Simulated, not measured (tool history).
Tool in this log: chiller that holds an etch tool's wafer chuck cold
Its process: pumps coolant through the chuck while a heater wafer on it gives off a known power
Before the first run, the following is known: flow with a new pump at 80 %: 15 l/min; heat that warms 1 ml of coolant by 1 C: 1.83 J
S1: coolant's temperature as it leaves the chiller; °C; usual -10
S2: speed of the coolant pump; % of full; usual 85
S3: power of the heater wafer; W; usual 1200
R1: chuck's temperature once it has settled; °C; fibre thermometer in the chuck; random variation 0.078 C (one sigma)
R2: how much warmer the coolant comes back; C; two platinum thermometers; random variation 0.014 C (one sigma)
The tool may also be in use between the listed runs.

run	hour	S1	S2	S3	R1	R2
1	0.0	-10	85	1200	0.43	2.53
2	36.6	-10	85	1200	0.31	2.53
3	79.2	-10	85	1200	0.51	2.50
4	165.2	-10	85	1200	0.27	2.52
5	234.1	-10	85	1200	0.55	2.53
6	322.3	-10	85	1200	0.58	2.52
7	388.0	-10	95	1200	-0.43	2.23
8	430.7	-10	95	1200	-0.48	2.25
9	493.8	-10	85	1200	0.55	2.51
10	534.1	-10	85	1200	0.30	2.50
11	578.2	-10	85	1200	0.52	2.51
12	619.7	-10	67	1200	3.07	3.26
13	683.2	-16	62	890	-5.67	2.62
14	762.4	0	62	890	10.34	2.63
15	817.4	0	62	890	10.36	2.64
16	904.4	-12	66	1163	0.76	3.20
17	985.2	-12	66	1163	0.82	3.22
18	1064.9	-10	61	692	-1.80	2.09
19	1144.7	-10	61	692	-1.80	2.10
20	1214.6	-10	85	1404	2.36	2.98
21	1267.9	-16	77	768	-8.73	1.80
22	1321.5	-19	85	1200	-8.29	2.55
23	1371.1	-19	85	1200	-8.32	2.54
24	1447.2	-16	88	1713	-1.26	3.47

3 options for the next run, each taken on its own from the tool as it stands now. Forecast them:
A	1531.2	-13	70	1200	?	?
B	1531.2	-16	81	1713	?	?
C	1531.2	-9	88	684	?	?

run	R1	R2
A	-0.36	3.13
B	-0.23	3.82
C	-3.21	1.41
Stripped of hidden state, with their random variation kept, the same runs would have yielded:
run	R1	R2
A	-1.60	3.03
B	-1.84	3.70
C	-3.70	1.36
